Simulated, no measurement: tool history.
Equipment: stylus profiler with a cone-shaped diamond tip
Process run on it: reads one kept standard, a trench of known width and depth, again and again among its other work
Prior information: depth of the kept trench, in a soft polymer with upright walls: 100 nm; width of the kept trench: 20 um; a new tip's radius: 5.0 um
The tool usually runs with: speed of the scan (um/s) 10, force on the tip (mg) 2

run,hour,speed of the scan (um/s),force on the tip (mg),depth of the trench (Å),width of the trench's floor (nm)
1,0,10,2,1013.3,17160
2,19.4,15,2,1013.8,17140
3,36.5,15,2.54,1015.5,17110
4,55.6,35,2.54,1015.6,17000
5,73.7,10,2,1013.9,17110
6,88.7,10,2,1013.5,17090
7,104.2,10,2,1013.3,17130
8,122.2,10,2,1013.3,17130
9,138.6,6,0.68,1007.4,17070
10,150.9,4,5.37,1024.7,17130
11,162.7,4,5.37,1024.2,17120
12,183.4,3,4.83,1022.9,17090

What will run 13 give?
13,202.9,2,4.77,?,?

depth of the trench (Å): 1022.6
width of the trench's floor (nm): 17070
Were there no unlogged condition in the tool, this run, its random variation unchanged, would have produced depth of the trench (Å) 1020.6, width of the trench's floor (nm) 17970.
